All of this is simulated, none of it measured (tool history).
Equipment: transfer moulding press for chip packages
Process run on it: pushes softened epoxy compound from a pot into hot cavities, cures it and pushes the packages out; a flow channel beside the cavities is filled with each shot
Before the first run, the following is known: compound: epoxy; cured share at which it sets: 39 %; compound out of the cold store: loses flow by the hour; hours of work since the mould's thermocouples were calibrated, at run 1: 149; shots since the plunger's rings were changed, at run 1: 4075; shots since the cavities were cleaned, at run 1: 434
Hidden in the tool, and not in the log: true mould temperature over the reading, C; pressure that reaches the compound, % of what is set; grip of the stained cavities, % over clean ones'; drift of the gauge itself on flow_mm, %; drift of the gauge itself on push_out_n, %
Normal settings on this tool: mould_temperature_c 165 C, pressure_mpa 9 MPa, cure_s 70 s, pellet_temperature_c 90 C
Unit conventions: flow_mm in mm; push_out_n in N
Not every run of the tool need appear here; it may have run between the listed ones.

| run | day | mould_temperature_c | pressure_mpa | cure_s | pellet_temperature_c | hours of work since the mould's thermocouples were calibrated | shots since the plunger's rings were changed | shots since the cavities were cleaned | incoming compound's hours out of the cold store | flow_mm | push_out_n |
|---|---|---|---|---|---|---|---|---|---|---|---|
| 1 | 0 | 165 | 9 | 70 | 90 | 149 | 4075 | 434 | 21.2 | 486 | 622 |
|  | 0.121 | cavities cleaned with cleaning compound and waxed |
| 2 | 0.562 | 165 | 9 | 70 | 90 | 155 | 4212 | 121 | 27.9 | 480 | 715 |
| 3 | 0.929 | 165 | 9 | 70 | 90 | 159 | 4312 | 221 | 24.2 | 477 | 742 |
| 4 | 1.383 | 165 | 9 | 70 | 81 | 164 | 4437 | 346 | 18.4 | 489 | 730 |
|  | 1.817 | cavities cleaned with cleaning compound and waxed |
| 5 | 1.925 | 165 | 9 | 70 | 83 | 170 | 4569 | 30 | 20.1 | 478 | 429 |
| 6 | 2.35 | 165 | 9 | 70 | 83 | 175 | 4685 | 146 | 16.7 | 492 | 489 |
| 7 | 2.6 | 165 | 9 | 70 | 83 | 178 | 4754 | 215 | 29.3 | 470 | 507 |
|  | 2.808 | cavities cleaned with cleaning compound and waxed, once more |
| 8 | 2.942 | 165 | 9 | 70 | 83 | 182 | 4830 | 36 | 35.6 | 468 | 421 |
| 9 | 3.325 | 165 | 9 | 70 | 83 | 186 | 4935 | 141 | 26.5 | 472 | 501 |
| 10 | 3.612 | 165 | 9 | 70 | 90 | 190 | 5014 | 220 | 15.7 | 484 | 553 |
| 11 | 4.004 | 165 | 9 | 70 | 90 | 194 | 5122 | 328 | 44.5 | 455 | 552 |
| 12 | 4.308 | 168 | 9 | 70 | 90 | 198 | 5205 | 411 | 11.3 | 478 | 550 |
|  | 4.517 | cavities cleaned with cleaning compound and waxed |
| 13 | 4.708 | 165 | 9 | 70 | 90 | 202 | 5298 | 52 | 44.1 | 455 | 439 |
| 14 | 5 | 165 | 7.61 | 70 | 90 | 205 | 5378 | 132 | 40.5 | 416 | 476 |
| 15 | 5.458 | 165 | 8.85 | 84 | 90 | 211 | 5503 | 257 | 11.4 | 484 | 470 |
| 16 | 5.788 | 172 | 7.17 | 84 | 97 | 215 | 5594 | 348 | 22.4 | 401 | 457 |
|  | 6.217 | cavities cleaned with cleaning compound and waxed |
| 17 | 6.279 | 163 | 7.29 | 70 | 88 | 220 | 5711 | 16 | 32.1 | 422 | 463 |
| 18 | 6.671 | 172 | 9 | 70 | 90 | 225 | 5819 | 124 | 23.5 | 446 | 390 |
| 19 | 7.058 | 172 | 9 | 70 | 98 | 229 | 5926 | 231 | 20.8 | 456 | 428 |
| 20 | 7.488 | 172 | 9 | 70 | 98 | 235 | 6044 | 349 | 44.6 | 426 | 485 |
|  | 7.908 | cavities cleaned with cleaning compound and waxed |
| 21 | 8.05 | 172 | 9.94 | 70 | 85 | 240 | 6180 | 39 | 27 | 471 | 345 |
| 22 | 8.433 | 170 | 9.94 | 70 | 100 | 245 | 6286 | 145 | 17.6 | 475 | 409 |
| 23 | 8.812 | 170 | 10.26 | 94 | 81 | 250 | 6390 | 249 | 12.8 | 493 | 444 |
| 24 | 9.1 | 157 | 9.19 | 57 | 85 | 253 | 6468 | 327 | 27.1 | 487 | 1578 |
|  | 9.35 | plunger's sealing rings changed |
| 25 | 9.588 | 157 | 9.19 | 57 | 85 | 258 | 64 | 432 | 27.3 | 545 | 1657 |
|  | 9.704 | cavities cleaned with cleaning compound and waxed |
| 26 | 9.983 | 157 | 9.19 | 57 | 85 | 262 | 156 | 76 | 30.7 | 549 | 1172 |
| 27 | 10.479 | 157 | 9.19 | 57 | 85 | 268 | 291 | 211 | 26.8 | 549 | 1369 |
| 28 | 10.858 | 167 | 8.49 | 70 | 90 | 272 | 396 | 316 | 40.6 | 493 | 533 |

Here are 3 independent what-if runs from the current tool condition. What would each one return?
| A | 11.262 | 165 | 9 | 105 | 90 | 277 | 507 | 427 | 13.3 | ? | ? |
| B | 11.262 | 167 | 9.09 | 70 | 83 | 277 | 507 | 427 | 35.9 | ? | ? |
| C | 11.262 | 167 | 8.91 | 70 | 90 | 277 | 507 | 427 | 38.2 | ? | ? |

| run | flow_mm | push_out_n |
|---|---|---|
| A | 535 | 480 |
| B | 507 | 572 |
| C | 492 | 572 |
With no hidden state in the tool, these same runs would have given:
| run | flow_mm | push_out_n |
|---|---|---|
| A | 538 | 299 |
| B | 510 | 350 |
| C | 496 | 351 |
